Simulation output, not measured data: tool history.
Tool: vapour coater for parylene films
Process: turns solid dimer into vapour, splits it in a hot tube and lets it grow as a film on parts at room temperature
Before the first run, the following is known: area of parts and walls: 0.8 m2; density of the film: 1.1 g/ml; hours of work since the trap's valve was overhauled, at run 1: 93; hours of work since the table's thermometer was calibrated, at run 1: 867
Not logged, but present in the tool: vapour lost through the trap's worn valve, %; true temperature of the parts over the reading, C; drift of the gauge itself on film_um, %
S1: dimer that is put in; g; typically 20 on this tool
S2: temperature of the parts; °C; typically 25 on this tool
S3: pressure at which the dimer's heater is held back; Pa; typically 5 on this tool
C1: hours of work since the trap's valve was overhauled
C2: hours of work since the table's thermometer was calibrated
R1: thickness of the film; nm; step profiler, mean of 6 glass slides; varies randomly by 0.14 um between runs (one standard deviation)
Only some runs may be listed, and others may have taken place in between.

Run 1, hour 0: usual settings; C1 93; C2 867. Result: R1 17040 nm.
Run 2, hour 28.6: usual settings; C1 109; C2 884. Result: R1 17480 nm.
Run 3, hour 64.7: usual settings; C1 131; C2 905. Result: R1 17090 nm.
Run 4, hour 94.3: usual settings; C1 148; C2 922. Result: R1 16850 nm.
Run 5, hour 123.8: usual settings; C1 165; C2 939. Result: R1 17250 nm.
Run 6, hour 148.2: usual settings; C1 179; C2 953. Result: R1 17410 nm.
Run 7, hour 172.2: usual settings but S1 17 g; C1 193; C2 967. Result: R1 14610 nm.
Run 8, hour 201.9: usual settings but S1 17 g; C1 211; C2 985. Result: R1 14740 nm.
Run 9, hour 219.5: usual settings but S1 11 g; C1 221; C2 995. Result: R1 9410 nm.
Run 10, hour 252.2: usual settings but S1 11 g; C1 240; C2 1014. Result: R1 9370 nm.
Run 11, hour 277.1: usual settings but S3 10.99 Pa; C1 254; C2 1028. Result: R1 15330 nm.
Run 12, hour 310.3: usual settings but S1 27 g; C1 274; C2 1048. Result: R1 22580 nm.
Run 13, hour 340.6: usual settings but S1 27 g; C1 291; C2 1065. Result: R1 22810 nm.
Run 14, hour 364.4: usual settings but S1 27 g; C1 305; C2 1079. Result: R1 23020 nm.
Run 15, hour 395: usual settings but S1 27 g; C1 323; C2 1097. Result: R1 22700 nm.
Run 16, hour 423.9: usual settings but S3 11.86 Pa; C1 340; C2 1114. Result: R1 15170 nm.
Run 17, hour 440.4: usual settings but S3 11.86 Pa; C1 350; C2 1124. Result: R1 15220 nm.
Run 18, hour 462.9: usual settings; C1 363; C2 1137. Result: R1 16970 nm.
Run 19, hour 497.1: usual settings but S3 9.28 Pa; C1 383; C2 1157. Result: R1 15640 nm.
Run 20, hour 525.7: usual settings but S3 9.28 Pa; C1 399; C2 1173. Result: R1 15630 nm.
At hour 531.5: trap's valve overhauled.
Run 21, hour 566.2: usual settings but S3 9.28 Pa; C1 20; C2 1195. Result: R1 15180 nm.
Run 22, hour 600.6: usual settings; C1 40; C2 1215. Result: R1 16370 nm.
At hour 610: trap's valve overhauled, once more.
Run 23, hour 635.9: usual settings; C1 15; C2 1233. Result: R1 17320 nm.
Run 24, hour 669.4: usual settings; C1 35; C2 1253. Result: R1 17400 nm.
Run 25, hour 686: usual settings; C1 44; C2 1262. Result: R1 17530 nm.
Run 26, hour 703.9: usual settings but S1 8 g, S3 9.13 Pa; C1 55; C2 1273. Result: R1 6340 nm.
Run 27, hour 730.1: usual settings but S1 8 g, S2 26 °C, S3 8.14 Pa; C1 70; C2 1288. Result: R1 6380 nm.
Run 28, hour 758: usual settings but S1 14 g, S2 26 °C, S3 4.15 Pa; C1 86; C2 1304. Result: R1 12020 nm.
Run 29, hour 776.3: usual settings but S1 17 g, S2 26 °C, S3 2.35 Pa; C1 97; C2 1315. Result: R1 15490 nm.
Run 30, hour 805.2: usual settings but S1 17 g, S2 26 °C, S3 3.31 Pa; C1 114; C2 1332. Result: R1 15000 nm.
Run 31, hour 842.1: usual settings but S1 17 g, S2 26 °C, S3 3.31 Pa; C1 135; C2 1353. Result: R1 14800 nm.
Run 32, hour 868.2: usual settings but S1 17 g, S2 26 °C, S3 3.31 Pa; C1 151; C2 1368. Result: R1 14810 nm.
Run 33, hour 892.3: usual settings but S1 15 g; C1 165; C2 1383. Result: R1 12640 nm.
Run 34, hour 920.5: usual settings but S1 21 g, S2 20 °C, S3 10.75 Pa; C1 181; C2 1399. Result: R1 18340 nm.
Run 35, hour 943.8: usual settings but S1 21 g, S2 20 °C, S3 10.75 Pa; C1 195; C2 1413. Result: R1 18690 nm.
Run 36, hour 963.5: usual settings but S1 21 g, S2 20 °C, S3 10.75 Pa; C1 206; C2 1424. Result: R1 18590 nm.
Run 37, hour 999.1: usual settings but S1 19 g, S2 17 °C, S3 10.75 Pa; C1 227; C2 1445. Result: R1 18150 nm.
Run 38, hour 1022.3: usual settings but S1 23 g, S2 31 °C, S3 4.4 Pa; C1 240; C2 1458. Result: R1 16870 nm.
Run 39, hour 1053.7: usual settings but S1 23 g, S2 29 °C, S3 9.39 Pa; C1 259; C2 1477. Result: R1 16360 nm.
Run 40, hour 1087.4: usual settings but S1 23 g, S2 29 °C, S3 9.39 Pa; C1 278; C2 1496. Result: R1 16430 nm.
Run 41, hour 1105.1: usual settings but S1 23 g, S2 29 °C, S3 9.39 Pa; C1 289; C2 1507. Result: R1 16370 nm.
Run 42, hour 1121.8: usual settings but S3 2.2 Pa; C1 298; C2 1516. Result: R1 18270 nm.
Run 43, hour 1136.8: usual settings but S1 10 g, S2 18 °C; C1 307; C2 1525. Result: R1 10010 nm.
Run 44, hour 1155.7: usual settings but S1 28 g, S2 23 °C, S3 2.24 Pa; C1 318; C2 1536. Result: R1 27290 nm.
Run 45, hour 1184.4: usual settings but S2 35 °C, S3 3.59 Pa; C1 335; C2 1553. Result: R1 13660 nm.
Run 46, hour 1220.5: usual settings but S2 35 °C, S3 8.15 Pa; C1 356; C2 1574. Result: R1 12360 nm.
Run 47, hour 1247.4: usual settings but S1 36 g, S2 36 °C, S3 6.04 Pa; C1 372; C2 1590. Result: R1 22460 nm.
Run 48, hour 1284.2: usual settings but S1 17 g, S3 10.35 Pa; C1 393; C2 1611. Result: R1 13070 nm.

Same runs, no hidden state in the tool, same run-to-run variation:
run     R1
  1  17150
  2  17620
  3  17270
  4  17060
  5  17500
  6  17690
  7  14870
  8  15030
  9   9610
 10   9580
 11  15720
 12  23200
 13  23480
 14  23730
 15  23450
 16  15700
 17  15780
 18  17620
 19  16270
 20  16290
 21  16040
 22  17350
 23  17350
 24  17470
 25  17610
 26   6380
 27   6430
 28  12140
 29  15660
 30  15200
 31  15030
 32  15060
 33  12880
 34  18720
 35  19120
 36  19030
 37  18620
 38  17330
 39  16850
 40  16960
 41  16910
 42  18900
 43  10360
 44  28290
 45  14190
 46  12870
 47  23430
 48  13670
